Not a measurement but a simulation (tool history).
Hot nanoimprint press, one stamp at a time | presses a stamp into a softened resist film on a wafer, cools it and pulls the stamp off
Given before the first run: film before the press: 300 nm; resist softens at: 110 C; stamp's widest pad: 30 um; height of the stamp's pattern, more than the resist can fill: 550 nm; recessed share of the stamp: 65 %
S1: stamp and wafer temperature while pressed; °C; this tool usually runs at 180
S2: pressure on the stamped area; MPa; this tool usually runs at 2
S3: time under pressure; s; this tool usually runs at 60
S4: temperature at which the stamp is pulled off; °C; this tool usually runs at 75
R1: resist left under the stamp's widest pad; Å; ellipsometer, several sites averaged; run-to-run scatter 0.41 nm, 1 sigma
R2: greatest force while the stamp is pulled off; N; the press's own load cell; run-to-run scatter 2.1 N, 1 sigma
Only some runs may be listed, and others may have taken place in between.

{"run": 1, "hour": 0.0, "S1": 180, "S2": 2, "S3": 60, "S4": 75, "R1": 1602, "R2": 92}
{"run": 2, "hour": 56.4, "S1": 180, "S2": 2, "S3": 60, "S4": 75, "R1": 1606, "R2": 89}
{"run": 3, "hour": 132.4, "S1": 180, "S2": 2, "S3": 60, "S4": 67, "R1": 1606, "R2": 100}
{"run": 4, "hour": 181.3, "S1": 180, "S2": 2, "S3": 60, "S4": 67, "R1": 1615, "R2": 97}
{"run": 5, "hour": 233.6, "S1": 180, "S2": 2, "S3": 60, "S4": 67, "R1": 1612, "R2": 98}
{"run": 6, "hour": 276.0, "S1": 180, "S2": 2, "S3": 60, "S4": 67, "R1": 1608, "R2": 94}
{"run": 7, "hour": 330.8, "S1": 180, "S2": 2, "S3": 60, "S4": 67, "R1": 1612, "R2": 99}
{"run": 8, "hour": 387.4, "S1": 180, "S2": 2, "S3": 60, "S4": 67, "R1": 1615, "R2": 99}
{"run": 9, "hour": 436.6, "S1": 180, "S2": 2, "S3": 60, "S4": 67, "R1": 1610, "R2": 94}
{"run": 10, "hour": 477.5, "S1": 180, "S2": 2, "S3": 60, "S4": 67, "R1": 1610, "R2": 96}
{"run": 11, "hour": 556.8, "S1": 180, "S2": 2, "S3": 60, "S4": 67, "R1": 1613, "R2": 96}
{"run": 12, "hour": 597.3, "S1": 180, "S2": 2, "S3": 60, "S4": 61, "R1": 1611, "R2": 98}
{"run": 13, "hour": 667.9, "S1": 180, "S2": 2, "S3": 60, "S4": 61, "R1": 1608, "R2": 102}
{"run": 14, "hour": 727.4, "S1": 180, "S2": 2, "S3": 60, "S4": 61, "R1": 1615, "R2": 97}
{"run": 15, "hour": 801.4, "S1": 169, "S2": 2, "S3": 60, "S4": 75, "R1": 2204, "R2": 92}
{"run": 16, "hour": 878.2, "S1": 169, "S2": 2, "S3": 60, "S4": 74, "R1": 2189, "R2": 95}
{"run": 17, "hour": 924.4, "S1": 180, "S2": 2.07, "S3": 42, "S4": 76, "R1": 1774, "R2": 89}
{"run": 18, "hour": 962.8, "S1": 177, "S2": 2.07, "S3": 42, "S4": 81, "R1": 1926, "R2": 89}
{"run": 19, "hour": 1026.7, "S1": 180, "S2": 2, "S3": 60, "S4": 72, "R1": 1615, "R2": 93}
{"run": 20, "hour": 1084.8, "S1": 180, "S2": 2, "S3": 40, "S4": 69, "R1": 1823, "R2": 95}
{"run": 21, "hour": 1135.4, "S1": 180, "S2": 2, "S3": 60, "S4": 66, "R1": 1607, "R2": 101}
{"run": 22, "hour": 1169.1, "S1": 186, "S2": 2.22, "S3": 60, "S4": 75, "R1": 1275, "R2": 90}
{"run": 23, "hour": 1231.3, "S1": 185, "S2": 2, "S3": 60, "S4": 75, "R1": 1380, "R2": 96}
{"run": 24, "hour": 1297.1, "S1": 180, "S2": 2.42, "S3": 67, "S4": 78, "R1": 1420, "R2": 87}
{"run": 25, "hour": 1352.2, "S1": 180, "S2": 2.42, "S3": 67, "S4": 78, "R1": 1415, "R2": 90}
{"run": 26, "hour": 1419.0, "S1": 180, "S2": 2.42, "S3": 67, "S4": 78, "R1": 1413, "R2": 92}
{"run": 27, "hour": 1490.9, "S1": 189, "S2": 1.38, "S3": 101, "S4": 75, "R1": 1238, "R2": 90}
{"run": 28, "hour": 1557.2, "S1": 169, "S2": 2.81, "S3": 106, "S4": 80, "R1": 1653, "R2": 89}
{"run": 29, "hour": 1611.6, "S1": 173, "S2": 2.27, "S3": 55, "S4": 75, "R1": 1927, "R2": 92}

Put back what was entered between runs (6 entries, withheld): which listed runs does each sit between, and how does the hidden state differ from the listed run before to the listed run after?
Runs 5 to 6: stamp cleaned and given a new release coat (hour 267)
  grip of the stamp's worn release coat, % over a new coat's: 0.6 -> 0
Runs 8 to 9: plate thermocouple calibrated (hour 417.8)
  true temperature over the reading, C: 0.02 -> 0; grip of the stamp's worn release coat, % over a new coat's: 0.1 -> 0.2
Runs 10 to 11: press's hydraulic seals changed and the load cell set to zero (hour 527.3)
  pressure that arrives at the usual setting, %: 99.96 -> 99.99; grip of the stamp's worn release coat, % over a new coat's: 0.2 -> 0.3
Runs 16 to 17: stamp cleaned and given a new release coat (hour 903.7)
  grip of the stamp's worn release coat, % over a new coat's: 0.6 -> 0
Runs 24 to 25: plate thermocouple calibrated (hour 1335.5)
  true temperature over the reading, C: 0.02 -> 0; grip of the stamp's worn release coat, % over a new coat's: 0.4 -> 0.5
Runs 27 to 28: stamp cleaned and given a new release coat (hour 1533.9)
  grip of the stamp's worn release coat, % over a new coat's: 0.6 -> 0
